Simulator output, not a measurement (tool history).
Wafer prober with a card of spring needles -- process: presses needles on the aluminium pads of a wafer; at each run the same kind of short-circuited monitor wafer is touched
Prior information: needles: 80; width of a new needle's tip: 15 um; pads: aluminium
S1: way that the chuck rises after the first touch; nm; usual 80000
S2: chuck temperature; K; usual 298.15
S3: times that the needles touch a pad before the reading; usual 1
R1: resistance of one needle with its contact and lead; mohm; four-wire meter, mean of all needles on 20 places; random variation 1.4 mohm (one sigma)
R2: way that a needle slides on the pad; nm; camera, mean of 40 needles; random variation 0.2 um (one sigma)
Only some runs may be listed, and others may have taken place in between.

run,hour,S1,S2,S3,R1,R2
1,0,80000,298.15,1,131,20330
# hour 1.4: tips cleaned on abrasive film
# hour 7.6: tips cleaned on abrasive film
# hour 12.7: tips cleaned on abrasive film
# hour 18.9: tips cleaned on abrasive film
# hour 25.2: tips cleaned on abrasive film
# hour 31.4: tips cleaned on abrasive film
2,33.6,80000,298.15,1,128,20130
# hour 37.4: tips cleaned on abrasive film
# hour 42.4: tips cleaned on abrasive film
# hour 48.7: tips cleaned on abrasive film
# hour 54.9: tips cleaned on abrasive film
# hour 61.2: tips cleaned on abrasive film
3,65,80000,298.15,1,131,20230
# hour 66.3: tips cleaned on abrasive film
# hour 72.6: tips cleaned on abrasive film
# hour 78.8: tips cleaned on abrasive film
# hour 83.9: tips cleaned on abrasive film
# hour 90.1: tips cleaned on abrasive film
# hour 96.4: tips cleaned on abrasive film
# hour 102.7: tips cleaned on abrasive film
# hour 107.7: tips cleaned on abrasive film
4,109,80000,298.15,1,125,20470
# hour 112.8: tips cleaned on abrasive film
# hour 119.1: tips cleaned on abrasive film
# hour 125.3: tips cleaned on abrasive film
# hour 131.6: tips cleaned on abrasive film
# hour 137.8: tips cleaned on abrasive film
# hour 144.1: tips cleaned on abrasive film
# hour 150.2: tips cleaned on abrasive film
5,150.2,80000,298.15,1,126,19860
# hour 156.5: tips cleaned on abrasive film
# hour 161.5: tips cleaned on abrasive film
# hour 167.8: tips cleaned on abrasive film
# hour 172.8: tips cleaned on abrasive film
6,177.2,80000,298.15,1,133,19920
# hour 178.5: tips cleaned on abrasive film
# hour 184.8: tips cleaned on abrasive film
# hour 191.1: tips cleaned on abrasive film
# hour 197.3: tips cleaned on abrasive film
# hour 202.4: tips cleaned on abrasive film
# hour 208.6: tips cleaned on abrasive film
# hour 214.9: tips cleaned on abrasive film
7,218,80000,298.15,1,131,19640
# hour 220.6: tips cleaned on abrasive film
# hour 226.9: tips cleaned on abrasive film
# hour 233.1: tips cleaned on abrasive film
# hour 239.4: tips cleaned on abrasive film
# hour 245.6: tips cleaned on abrasive film
# hour 251.9: tips cleaned on abrasive film
8,256.4,80000,298.15,1,134,19540
# hour 257.8: tips cleaned on abrasive film
# hour 264: tips cleaned on abrasive film
# hour 269.1: tips cleaned on abrasive film
# hour 275.3: tips cleaned on abrasive film
# hour 281.6: tips cleaned on abrasive film
# hour 287.9: tips cleaned on abrasive film
# hour 293: tips cleaned on abrasive film
9,293,80000,298.15,1,125,19790
# hour 298.1: tips cleaned on abrasive film
# hour 304.4: tips cleaned on abrasive film
# hour 310.6: tips cleaned on abrasive film
# hour 316.9: tips cleaned on abrasive film
# hour 323.1: tips cleaned on abrasive film
10,327.7,80000,298.15,1,133,19250
# hour 329: tips cleaned on abrasive film
# hour 334.1: tips cleaned on abrasive film
# hour 340.3: tips cleaned on abrasive film
# hour 346.6: tips cleaned on abrasive film
# hour 352.8: tips cleaned on abrasive film
11,352.8,80000,357.15,1,136,19550
# hour 359.1: tips cleaned on abrasive film
# hour 365.4: tips cleaned on abrasive film
# hour 370.4: tips cleaned on abrasive film
# hour 376.6: tips cleaned on abrasive film
# hour 382.9: tips cleaned on abrasive film
# hour 389.2: tips cleaned on abrasive film
# hour 395.4: tips cleaned on abrasive film
# hour 401.5: tips cleaned on abrasive film
12,401.5,80000,298.15,1,125,19430
# hour 406.5: tips cleaned on abrasive film
# hour 412.8: tips cleaned on abrasive film
# hour 419.1: tips cleaned on abrasive film
# hour 424.1: tips cleaned on abrasive film
13,426.1,80000,312.15,1,134,19030
# hour 429.9: tips cleaned on abrasive film
# hour 434.9: tips cleaned on abrasive film
# hour 441.2: tips cleaned on abrasive film
# hour 447.4: tips cleaned on abrasive film
# hour 453.7: tips cleaned on abrasive film
# hour 465.7: card fitted with new needles
# hour 471.9: tips cleaned on abrasive film
# hour 478.2: tips cleaned on abrasive film
14,479.7,80000,316.15,2,125,20840
# hour 483.5: tips cleaned on abrasive film
# hour 489.7: tips cleaned on abrasive film
# hour 496: tips cleaned on abrasive film
# hour 502.3: tips cleaned on abrasive film
# hour 507.3: tips cleaned on abrasive film
# hour 513.6: tips cleaned on abrasive film
# hour 519.8: tips cleaned on abrasive film
# hour 526.1: tips cleaned on abrasive film
15,529.1,80000,316.15,2,126,20940
# hour 531.7: tips cleaned on abrasive film
# hour 537.9: tips cleaned on abrasive film
# hour 544.2: tips cleaned on abrasive film
# hour 550.4: tips cleaned on abrasive film
# hour 556.7: tips cleaned on abrasive film
# hour 563: tips cleaned on abrasive film
# hour 569.2: tips cleaned on abrasive film
# hour 575.5: tips cleaned on abrasive film
16,577.4,60000,315.15,1,130,15180
# hour 581.2: tips cleaned on abrasive film
# hour 587.5: tips cleaned on abrasive film
# hour 593.8: tips cleaned on abrasive film
# hour 600: tips cleaned on abrasive film
# hour 606.3: tips cleaned on abrasive film
# hour 611.3: tips cleaned on abrasive film
# hour 617.6: tips cleaned on abrasive film
# hour 623.8: tips cleaned on abrasive film
17,625.9,62000,393.15,2,140,15630
# hour 629.7: tips cleaned on abrasive film
# hour 635.9: tips cleaned on abrasive film
# hour 642.2: tips cleaned on abrasive film
# hour 648.4: tips cleaned on abrasive film
# hour 653.5: tips cleaned on abrasive film
# hour 659.7: tips cleaned on abrasive film
# hour 666: tips cleaned on abrasive film
18,670,62000,393.15,2,143,15650
# hour 671.3: tips cleaned on abrasive film
# hour 677.6: tips cleaned on abrasive film
# hour 683.8: tips cleaned on abrasive film
# hour 690.1: tips cleaned on abrasive film
# hour 696.4: tips cleaned on abrasive film
# hour 702.6: tips cleaned on abrasive film
# hour 708.2: tips cleaned on abrasive film
19,708.2,62000,393.15,2,139,15350

What does the tool deliver on the next run?
# hour 714.5: tips cleaned on abrasive film
# hour 720.7: tips cleaned on abrasive film
# hour 727: tips cleaned on abrasive film
# hour 733.2: tips cleaned on abrasive film
# hour 739.5: tips cleaned on abrasive film
20,743.3,76000,313.15,2,?,?

R1: 128 mohm
R2: 19020 nm
On a tool with no hidden condition, and with the same random variation, this run would have come out at R1 125 mohm, R2 19900 nm.
